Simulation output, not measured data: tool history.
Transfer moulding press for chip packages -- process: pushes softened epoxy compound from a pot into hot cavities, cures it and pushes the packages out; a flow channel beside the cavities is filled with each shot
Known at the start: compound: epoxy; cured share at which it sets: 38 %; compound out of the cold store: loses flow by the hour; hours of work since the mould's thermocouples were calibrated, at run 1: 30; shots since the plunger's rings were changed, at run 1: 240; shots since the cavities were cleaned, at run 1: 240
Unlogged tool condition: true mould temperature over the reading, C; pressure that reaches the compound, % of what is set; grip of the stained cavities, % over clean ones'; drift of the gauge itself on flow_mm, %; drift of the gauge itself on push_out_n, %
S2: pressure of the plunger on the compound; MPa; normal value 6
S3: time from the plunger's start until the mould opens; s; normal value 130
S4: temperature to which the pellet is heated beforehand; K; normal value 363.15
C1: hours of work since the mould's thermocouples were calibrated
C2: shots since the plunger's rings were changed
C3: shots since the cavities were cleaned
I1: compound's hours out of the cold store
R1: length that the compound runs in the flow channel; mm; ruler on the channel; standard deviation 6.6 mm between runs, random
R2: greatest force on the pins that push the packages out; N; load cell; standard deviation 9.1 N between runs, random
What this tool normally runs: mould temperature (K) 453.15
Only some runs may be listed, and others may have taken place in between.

{"run": 1, "hour": 0.0, "mould temperature (K)": 453.15, "S2": 6, "S3": 130, "S4": 363.15, "C1": 30, "C2": 240, "C3": 240, "I1": 37.2, "R1": 929, "R2": 392}
{"run": 2, "hour": 8.0, "mould temperature (K)": 453.15, "S2": 6, "S3": 130, "S4": 363.15, "C1": 36, "C2": 331, "C3": 331, "I1": 20.2, "R1": 984, "R2": 397}
{"hour": 19.3, "done": "cavities cleaned with cleaning compound and waxed"}
{"run": 3, "hour": 19.3, "mould temperature (K)": 453.15, "S2": 6, "S3": 130, "S4": 363.15, "C1": 44, "C2": 444, "C3": 1, "I1": 39.0, "R1": 922, "R2": 395}
{"run": 4, "hour": 31.9, "mould temperature (K)": 459.15, "S2": 6, "S3": 130, "S4": 363.15, "C1": 53, "C2": 588, "C3": 145, "I1": 39.1, "R1": 886, "R2": 383}
{"run": 5, "hour": 44.4, "mould temperature (K)": 453.15, "S2": 6, "S3": 130, "S4": 363.15, "C1": 62, "C2": 731, "C3": 288, "I1": 38.9, "R1": 930, "R2": 403}
{"run": 6, "hour": 54.8, "mould temperature (K)": 448.15, "S2": 6, "S3": 130, "S4": 363.15, "C1": 70, "C2": 849, "C3": 406, "I1": 24.5, "R1": 1000, "R2": 501}
{"hour": 59.1, "done": "cavities cleaned with cleaning compound and waxed"}
{"run": 7, "hour": 65.4, "mould temperature (K)": 448.15, "S2": 6, "S3": 130, "S4": 363.15, "C1": 77, "C2": 954, "C3": 73, "I1": 24.7, "R1": 1000, "R2": 494}
{"run": 8, "hour": 78.1, "mould temperature (K)": 448.15, "S2": 6, "S3": 130, "S4": 363.15, "C1": 86, "C2": 1099, "C3": 218, "I1": 26.1, "R1": 1006, "R2": 490}
{"run": 9, "hour": 87.5, "mould temperature (K)": 448.15, "S2": 6, "S3": 130, "S4": 363.15, "C1": 93, "C2": 1207, "C3": 326, "I1": 9.7, "R1": 1078, "R2": 518}
{"hour": 98.9, "done": "cavities cleaned with cleaning compound and waxed"}
{"run": 10, "hour": 102.9, "mould temperature (K)": 453.15, "S2": 6, "S3": 130, "S4": 360.15, "C1": 104, "C2": 1365, "C3": 45, "I1": 31.9, "R1": 947, "R2": 409}
{"run": 11, "hour": 115.8, "mould temperature (K)": 453.15, "S2": 6, "S3": 130, "S4": 360.15, "C1": 113, "C2": 1513, "C3": 193, "I1": 40.5, "R1": 908, "R2": 401}
{"run": 12, "hour": 127.3, "mould temperature (K)": 453.15, "S2": 6, "S3": 130, "S4": 363.15, "C1": 122, "C2": 1644, "C3": 324, "I1": 47.3, "R1": 899, "R2": 392}
{"hour": 138.7, "done": "cavities cleaned with cleaning compound and waxed"}
{"run": 13, "hour": 138.8, "mould temperature (K)": 453.15, "S2": 6, "S3": 130, "S4": 363.15, "C1": 129, "C2": 1760, "C3": 2, "I1": 44.8, "R1": 893, "R2": 419}
{"run": 14, "hour": 151.9, "mould temperature (K)": 453.15, "S2": 6, "S3": 130, "S4": 363.15, "C1": 139, "C2": 1909, "C3": 151, "I1": 43.7, "R1": 911, "R2": 407}
{"run": 15, "hour": 161.0, "mould temperature (K)": 453.15, "S2": 6, "S3": 122, "S4": 367.15, "C1": 146, "C2": 2013, "C3": 255, "I1": 27.6, "R1": 951, "R2": 425}
{"run": 16, "hour": 172.3, "mould temperature (K)": 453.15, "S2": 6, "S3": 122, "S4": 367.15, "C1": 154, "C2": 2143, "C3": 385, "I1": 37.5, "R1": 913, "R2": 422}

What does the tool deliver on the next run?
{"hour": 178.6, "done": "cavities cleaned with cleaning compound and waxed"}
{"run": 17, "hour": 181.5, "mould temperature (K)": 453.15, "S2": 6, "S3": 122, "S4": 367.15, "C1": 160, "C2": 2231, "C3": 34, "I1": 17.8, "R1": "?", "R2": "?"}

Run 17 yielded R1 1002 mm, R2 444 N.
If the tool had no hidden condition, the same run with the same run-to-run variation would have returned R1 1003 mm, R2 444 N.
